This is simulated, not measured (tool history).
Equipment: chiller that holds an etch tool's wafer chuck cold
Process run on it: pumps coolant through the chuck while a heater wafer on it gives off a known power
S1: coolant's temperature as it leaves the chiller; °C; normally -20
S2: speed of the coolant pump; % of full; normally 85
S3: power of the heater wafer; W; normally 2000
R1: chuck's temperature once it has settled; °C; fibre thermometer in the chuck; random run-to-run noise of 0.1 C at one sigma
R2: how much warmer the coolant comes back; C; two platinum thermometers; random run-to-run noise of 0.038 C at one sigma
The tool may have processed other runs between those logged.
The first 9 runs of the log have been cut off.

Run 10, day 10.688: usual settings but S3 1727 W. Result: R1 -5.2 °C, R2 7.05 C.
Run 11, day 11.658: usual settings but S2 86 % of full. Result: R1 -3.0 °C, R2 7.99 C.
Run 12, day 13.208: usual settings but S2 86 % of full. Result: R1 -3.1 °C, R2 7.97 C.
Run 13, day 14.521: usual settings but S2 86 % of full. Result: R1 -3.0 °C, R2 8.15 C.
Run 14, day 15.442: usual settings. Result: R1 -2.8 °C, R2 8.20 C.
At day 15.808: coolant pump overhauled.
Run 15, day 16.954: usual settings. Result: R1 -2.7 °C, R2 8.35 C.
Run 16, day 18.312: usual settings but S2 95 % of full. Result: R1 -4.5 °C, R2 7.27 C.
Run 17, day 19.646: usual settings but S1 -27 °C, S2 81 % of full, S3 2624 W. Result: R1 -2.7 °C, R2 11.48 C.
Run 18, day 21.317: usual settings but S1 -27 °C, S2 79 % of full, S3 2291 W. Result: R1 -5.5 °C, R2 10.33 C.
Run 19, day 22.350: usual settings but S1 -26 °C, S2 68 % of full, S3 2880 W. Result: R1 5.7 °C, R2 15.43 C.
At day 23.350: coolant pump overhauled, once more.
Run 20, day 23.588: usual settings but S1 -25 °C. Result: R1 -8.1 °C, R2 8.01 C.
Run 21, day 24.375: usual settings but S1 -17 °C. Result: R1 -0.2 °C, R2 8.07 C.
Run 22, day 25.858: usual settings but S1 -22 °C, S2 87 % of full, S3 1882 W. Result: R1 -6.6 °C, R2 7.42 C.
Run 23, day 27.188: usual settings but S1 -12 °C, S2 99 % of full, S3 1169 W. Result: R1 -3.9 °C, R2 3.91 C.
Run 24, day 28.700: usual settings but S1 -12 °C, S2 99 % of full, S3 1169 W. Result: R1 -3.8 °C, R2 3.86 C.
Run 25, day 30.350: usual settings but S1 -26 °C, S2 68 % of full, S3 1508 W. Result: R1 -10.1 °C, R2 7.90 C.
Run 26, day 31.962: usual settings but S1 -26 °C, S2 68 % of full, S3 1508 W. Result: R1 -10.1 °C, R2 7.81 C.
Run 27, day 33.112: usual settings but S1 -27 °C, S3 1978 W. Result: R1 -10.3 °C, R2 7.94 C.
Run 28, day 33.983: usual settings but S1 -10 °C, S2 91 % of full, S3 2418 W. Result: R1 9.0 °C, R2 8.94 C.
Run 29, day 34.796: usual settings but S1 -27 °C, S2 95 % of full, S3 2042 W. Result: R1 -11.8 °C, R2 7.17 C.
Run 30, day 35.533: usual settings but S1 -29 °C, S2 96 % of full, S3 1884 W. Result: R1 -15.0 °C, R2 6.59 C.
Run 31, day 37.025: usual settings but S1 -17 °C, S2 73 % of full, S3 1884 W. Result: R1 1.5 °C, R2 9.00 C.

Below are 5 alternative next runs, each starting from the tool's condition after run 31. Predict each:
Run A, day 37.921: usual settings but S3 1398 W. Result: R1 ?, R2 ?.
Run B, day 37.921: usual settings but S1 -17 °C, S2 73 % of full, S3 2724 W. Result: R1 ?, R2 ?.
Run C, day 37.921: usual settings but S1 -23 °C, S2 97 % of full, S3 1156 W. Result: R1 ?, R2 ?.
Run D, day 37.921: usual settings but S1 -12 °C, S2 89 % of full, S3 2644 W. Result: R1 ?, R2 ?.
Run E, day 37.921: usual settings but S3 2396 W. Result: R1 ?, R2 ?.

run     R1     R2
  A   -8.6   5.61
  B   10.4  13.00
  C  -14.8   3.99
  D    9.6  10.09
  E    0.5   9.64
Without the tool's unlogged condition, the same runs would have read:
run     R1     R2
  A   -8.8   5.52
  B    9.1  12.79
  C  -14.8   3.92
  D    8.7   9.92
  E   -0.4   9.48

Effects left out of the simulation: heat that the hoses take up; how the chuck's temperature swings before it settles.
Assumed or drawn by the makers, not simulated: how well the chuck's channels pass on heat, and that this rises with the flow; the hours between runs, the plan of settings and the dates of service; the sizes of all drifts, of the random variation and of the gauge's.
